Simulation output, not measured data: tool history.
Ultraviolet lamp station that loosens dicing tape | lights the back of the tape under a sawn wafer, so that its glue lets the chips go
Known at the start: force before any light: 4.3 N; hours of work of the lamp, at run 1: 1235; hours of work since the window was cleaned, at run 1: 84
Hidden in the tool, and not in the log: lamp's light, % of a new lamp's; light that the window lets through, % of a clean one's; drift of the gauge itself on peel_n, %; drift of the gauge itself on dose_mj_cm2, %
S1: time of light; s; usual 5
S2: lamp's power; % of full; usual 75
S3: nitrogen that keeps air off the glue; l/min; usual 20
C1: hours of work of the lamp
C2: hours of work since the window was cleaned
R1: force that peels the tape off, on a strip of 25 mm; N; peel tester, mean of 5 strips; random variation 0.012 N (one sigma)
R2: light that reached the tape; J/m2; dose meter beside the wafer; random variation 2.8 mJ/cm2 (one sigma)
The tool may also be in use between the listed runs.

run 1 hour=0 | S1=5 S2=75 S3=20 | C1=1235 C2=84 | R1=0.562 R2=3880
run 2 hour=39.8 | S1=5 S2=83 S3=20 | C1=1252 C2=101 | R1=0.462 R2=4330
run 3 hour=90.9 | S1=5 S2=83 S3=20 | C1=1273 C2=122 | R1=0.468 R2=4330
run 4 hour=164.6 | S1=5 S2=75 S3=20 | C1=1304 C2=153 | R1=0.564 R2=3960
-- hour=188.3 lamp changed
run 5 hour=231.3 | S1=5 S2=75 S3=20 | C1=18 C2=181 | R1=0.546 R2=3920
run 6 hour=279.1 | S1=5 S2=75 S3=20 | C1=38 C2=201 | R1=0.545 R2=3970
run 7 hour=319.4 | S1=5 S2=75 S3=20 | C1=55 C2=218 | R1=0.56 R2=3950
run 8 hour=356.6 | S1=5 S2=75 S3=20 | C1=71 C2=234 | R1=0.563 R2=3920
run 9 hour=395.6 | S1=5 S2=75 S3=20 | C1=87 C2=250 | R1=0.539 R2=3920
run 10 hour=456.6 | S1=5 S2=75 S3=20 | C1=113 C2=276 | R1=0.532 R2=3920
run 11 hour=533.5 | S1=9 S2=66 S3=19 | C1=145 C2=308 | R1=0.291 R2=6130
run 12 hour=623 | S1=9 S2=75 S3=20 | C1=183 C2=346 | R1=0.243 R2=6970
run 13 hour=704.3 | S1=5 S2=78 S3=20 | C1=217 C2=380 | R1=0.525 R2=4080
-- hour=747.9 window cleaned of glue's vapour
run 14 hour=778.4 | S1=5 S2=78 S3=20 | C1=248 C2=13 | R1=0.49 R2=4050
run 15 hour=832 | S1=5 S2=69 S3=21 | C1=271 C2=35 | R1=0.602 R2=3570
run 16 hour=898.3 | S1=3 S2=100 S3=14 | C1=299 C2=63 | R1=0.947 R2=3140
run 17 hour=960.8 | S1=2 S2=100 S3=34 | C1=325 C2=90 | R1=1.041 R2=2100
run 18 hour=1025.7 | S1=10 S2=75 S3=17 | C1=352 C2=117 | R1=0.24 R2=7820
run 19 hour=1088.9 | S1=10 S2=75 S3=9 | C1=379 C2=144 | R1=0.302 R2=7850
run 20 hour=1142.4 | S1=5 S2=75 S3=9 | C1=402 C2=166 | R1=0.87 R2=3940

Forecast each of these 4 alternatives for the next run:
run A hour=1213.1 | S1=3 S2=75 S3=33 | C1=431 C2=196 | R1=? R2=?
run B hour=1213.1 | S1=5 S2=87 S3=7 | C1=431 C2=196 | R1=? R2=?
run C hour=1213.1 | S1=6 S2=75 S3=20 | C1=431 C2=196 | R1=? R2=?
run D hour=1213.1 | S1=5 S2=75 S3=7 | C1=431 C2=196 | R1=? R2=?

run=A R1=0.921 R2=2320
run=B R1=0.803 R2=4570
run=C R1=0.403 R2=4670
run=D R1=1.008 R2=3910
Without the tool's hidden state the same runs would have given:
run=A R1=0.919 R2=2320
run=B R1=0.801 R2=4580
run=C R1=0.402 R2=4670
run=D R1=1.007 R2=3920
